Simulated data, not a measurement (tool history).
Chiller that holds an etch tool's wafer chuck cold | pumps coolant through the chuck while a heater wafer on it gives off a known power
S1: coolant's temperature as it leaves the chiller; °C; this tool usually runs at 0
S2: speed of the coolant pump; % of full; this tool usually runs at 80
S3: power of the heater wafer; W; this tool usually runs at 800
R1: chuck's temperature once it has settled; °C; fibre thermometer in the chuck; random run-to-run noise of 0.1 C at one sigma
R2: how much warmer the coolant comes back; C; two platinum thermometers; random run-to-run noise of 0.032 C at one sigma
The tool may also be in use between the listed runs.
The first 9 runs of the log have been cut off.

run 10 hour=330.2 | S1=0 S2=80 S3=800 | R1=7.2 R2=3.38
run 11 hour=375.2 | S1=0 S2=80 S3=651 | R1=5.7 R2=2.72
run 12 hour=414.7 | S1=0 S2=80 S3=651 | R1=5.8 R2=2.71
run 13 hour=441.9 | S1=0 S2=80 S3=651 | R1=5.8 R2=2.72
run 14 hour=491.1 | S1=0 S2=80 S3=651 | R1=5.9 R2=2.72
run 15 hour=514.6 | S1=0 S2=87 S3=651 | R1=5.4 R2=2.51
run 16 hour=547.6 | S1=0 S2=87 S3=651 | R1=5.3 R2=2.52
run 17 hour=578.7 | S1=0 S2=87 S3=651 | R1=5.2 R2=2.5
run 18 hour=628.8 | S1=0 S2=86 S3=685 | R1=5.6 R2=2.67
run 19 hour=655.1 | S1=0 S2=86 S3=674 | R1=5.6 R2=2.6
run 20 hour=678.2 | S1=9 S2=86 S3=674 | R1=14.5 R2=2.62
run 21 hour=701.7 | S1=-2 S2=66 S3=674 | R1=5.1 R2=3.47
run 22 hour=747.9 | S1=7 S2=66 S3=709 | R1=14.3 R2=3.71
run 23 hour=794.3 | S1=4 S2=69 S3=828 | R1=12.5 R2=4.13
run 24 hour=839 | S1=-5 S2=81 S3=965 | R1=3.7 R2=4.01
run 25 hour=870.7 | S1=0 S2=98 S3=800 | R1=6.1 R2=2.71
run 26 hour=897.9 | S1=4 S2=75 S3=617 | R1=9.7 R2=2.8
run 27 hour=938.6 | S1=3 S2=99 S3=438 | R1=5.9 R2=1.46
run 28 hour=971.7 | S1=3 S2=80 S3=800 | R1=10.1 R2=3.44
run 29 hour=1008.2 | S1=3 S2=80 S3=800 | R1=10.1 R2=3.44
run 30 hour=1041.5 | S1=8 S2=80 S3=495 | R1=12.3 R2=2.1
run 31 hour=1083.3 | S1=2 S2=63 S3=738 | R1=10.1 R2=4.06

Alternative continuations, all from the tool just after run 31; predict every row:
run A hour=1123.9 | S1=-3 S2=76 S3=663 | R1=? R2=?
run B hour=1123.9 | S1=-5 S2=88 S3=738 | R1=? R2=?
run C hour=1123.9 | S1=7 S2=97 S3=954 | R1=? R2=?

run=A R1=3.2 R2=2.94
run=B R1=1.2 R2=2.82
run=C R1=14.5 R2=3.26
Had the tool no hidden state, the same runs would have come out as:
run=A R1=2.9 R2=2.81
run=B R1=0.9 R2=2.69
run=C R1=14 R2=3.11

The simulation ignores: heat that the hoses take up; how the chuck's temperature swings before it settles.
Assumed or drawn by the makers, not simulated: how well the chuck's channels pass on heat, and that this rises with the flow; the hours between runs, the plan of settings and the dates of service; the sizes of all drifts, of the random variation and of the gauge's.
